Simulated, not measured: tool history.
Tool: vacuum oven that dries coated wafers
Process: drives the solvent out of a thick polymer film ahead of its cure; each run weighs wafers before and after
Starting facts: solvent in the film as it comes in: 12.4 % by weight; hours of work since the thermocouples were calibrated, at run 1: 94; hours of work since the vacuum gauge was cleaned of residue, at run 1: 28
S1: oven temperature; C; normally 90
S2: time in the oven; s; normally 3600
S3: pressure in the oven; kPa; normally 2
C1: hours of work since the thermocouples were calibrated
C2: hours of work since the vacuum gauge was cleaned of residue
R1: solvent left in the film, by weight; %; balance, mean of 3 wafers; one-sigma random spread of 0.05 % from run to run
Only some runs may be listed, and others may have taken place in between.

run 1 hour=0 | S1=90 S2=3600 S3=2 | C1=94 C2=28 | R1=4
run 2 hour=25 | S1=90 S2=4620 S3=2 | C1=107 C2=41 | R1=3.29
run 3 hour=42 | S1=90 S2=4620 S3=2 | C1=116 C2=50 | R1=3.33
run 4 hour=59 | S1=90 S2=4620 S3=2 | C1=124 C2=58 | R1=3.23
run 5 hour=81.8 | S1=90 S2=4620 S3=2 | C1=136 C2=70 | R1=3.29
run 6 hour=101.6 | S1=90 S2=4620 S3=2.65 | C1=147 C2=80 | R1=3.99
run 7 hour=115.9 | S1=90 S2=6000 S3=2 | C1=154 C2=88 | R1=2.78
run 8 hour=135.2 | S1=90 S2=6000 S3=2 | C1=164 C2=98 | R1=2.82
run 9 hour=160.5 | S1=90 S2=6000 S3=2 | C1=177 C2=111 | R1=2.78
run 10 hour=179.5 | S1=93 S2=6000 S3=2 | C1=187 C2=121 | R1=2.26
run 11 hour=208.2 | S1=77 S2=6000 S3=2 | C1=202 C2=136 | R1=6.22
run 12 hour=232.9 | S1=77 S2=6000 S3=2 | C1=215 C2=149 | R1=6.21
run 13 hour=261.6 | S1=77 S2=6000 S3=2 | C1=229 C2=163 | R1=6.13
run 14 hour=283.9 | S1=77 S2=6000 S3=2 | C1=241 C2=175 | R1=6.23
run 15 hour=303.4 | S1=77 S2=6000 S3=2 | C1=251 C2=185 | R1=6.19
run 16 hour=317 | S1=77 S2=6000 S3=1.44 | C1=258 C2=192 | R1=5.48
run 17 hour=332.9 | S1=77 S2=6000 S3=1.44 | C1=266 C2=200 | R1=5.52
run 18 hour=348.8 | S1=90 S2=3600 S3=2 | C1=275 C2=209 | R1=3.93
run 19 hour=364.2 | S1=90 S2=3600 S3=1.43 | C1=283 C2=217 | R1=3.54
run 20 hour=379 | S1=90 S2=3600 S3=1.43 | C1=290 C2=224 | R1=3.43
run 21 hour=394.1 | S1=90 S2=3600 S3=1.43 | C1=298 C2=232 | R1=3.43
run 22 hour=411.9 | S1=90 S2=2400 S3=2 | C1=307 C2=241 | R1=5.19
run 23 hour=428.4 | S1=90 S2=3480 S3=2 | C1=316 C2=250 | R1=4.01
run 24 hour=446.8 | S1=94 S2=3960 S3=1.07 | C1=325 C2=259 | R1=2.02
run 25 hour=468.4 | S1=79 S2=5700 S3=2.24 | C1=337 C2=271 | R1=5.97
run 26 hour=488.8 | S1=76 S2=3780 S3=6.4 | C1=347 C2=281 | R1=12.04
run 27 hour=516.1 | S1=90 S2=4920 S3=1.46 | C1=361 C2=295 | R1=2.66
run 28 hour=542.5 | S1=87 S2=1980 S3=2.45 | C1=375 C2=309 | R1=6.79
run 29 hour=558.2 | S1=90 S2=3600 S3=5.58 | C1=383 C2=317 | R1=6.94
run 30 hour=574.4 | S1=90 S2=6480 S3=1.6 | C1=392 C2=326 | R1=2.37
run 31 hour=597.2 | S1=80 S2=4320 S3=2 | C1=403 C2=337 | R1=6.14
run 32 hour=618.7 | S1=99 S2=3600 S3=1.22 | C1=415 C2=349 | R1=1.54
run 33 hour=639.9 | S1=92 S2=3600 S3=2.37 | C1=426 C2=360 | R1=3.7
run 34 hour=667.4 | S1=92 S2=3600 S3=2.37 | C1=440 C2=374 | R1=3.69
run 35 hour=692.8 | S1=92 S2=3600 S3=2.37 | C1=453 C2=387 | R1=3.67
run 36 hour=709.6 | S1=92 S2=3600 S3=2.37 | C1=462 C2=396 | R1=3.68
run 37 hour=721.7 | S1=90 S2=3840 S3=2 | C1=468 C2=402 | R1=3.75
run 38 hour=743.3 | S1=90 S2=3840 S3=2 | C1=479 C2=413 | R1=3.8
run 39 hour=762.7 | S1=97 S2=3600 S3=2.18 | C1=489 C2=423 | R1=2.55
run 40 hour=775.9 | S1=97 S2=2520 S3=2.81 | C1=496 C2=430 | R1=3.79
run 41 hour=796 | S1=97 S2=3600 S3=5.33 | C1=506 C2=440 | R1=4.81
run 42 hour=822 | S1=99 S2=3240 S3=2.66 | C1=520 C2=454 | R1=2.62
run 43 hour=834.3 | S1=98 S2=3240 S3=2.66 | C1=526 C2=460 | R1=2.87
run 44 hour=863.1 | S1=77 S2=2700 S3=2 | C1=541 C2=475 | R1=8.21
run 45 hour=876.3 | S1=99 S2=4140 S3=2 | C1=548 C2=482 | R1=1.91
run 46 hour=891.8 | S1=90 S2=3600 S3=2.71 | C1=556 C2=490 | R1=4.52

Below, some changes in R1 between adjacent runs. For each, the amount present without the hidden state too (settings, incoming material, random variation) and the amount remaining for the hidden state with gauge scatter not shared by both compared results:
The tool's hidden condition here consists of: true wafer temperature over the reading, C; true pressure over the reading, kPa; drift of the gauge itself on solvent_pct, %.
Run 25 -> 26: S1 79 -> 76, S2 5700 -> 3780, S3 2.24 -> 6.4. R1 +6.07 %: hidden state +0, all else +6.07.
Run 26 -> 27: S1 76 -> 90, S2 3780 -> 4920, S3 6.4 -> 1.46. R1 -9.38 %: hidden state +0.01, all else -9.39.
Run 29 -> 30: S2 3600 -> 6480, S3 5.58 -> 1.6. R1 -4.57 %: hidden state +0.06, all else -4.63.
Run 30 -> 31: S1 90 -> 80, S2 6480 -> 4320, S3 1.6 -> 2. R1 +3.77 %: hidden state -0.05, all else +3.82.
Run 44 -> 45: S1 77 -> 99, S2 2700 -> 4140. R1 -6.3 %: hidden state +0.05, all else -6.35.
Run 45 -> 46: S1 99 -> 90, S2 4140 -> 3600, S3 2 -> 2.71. R1 +2.61 %: hidden state -0.07, all else +2.68.

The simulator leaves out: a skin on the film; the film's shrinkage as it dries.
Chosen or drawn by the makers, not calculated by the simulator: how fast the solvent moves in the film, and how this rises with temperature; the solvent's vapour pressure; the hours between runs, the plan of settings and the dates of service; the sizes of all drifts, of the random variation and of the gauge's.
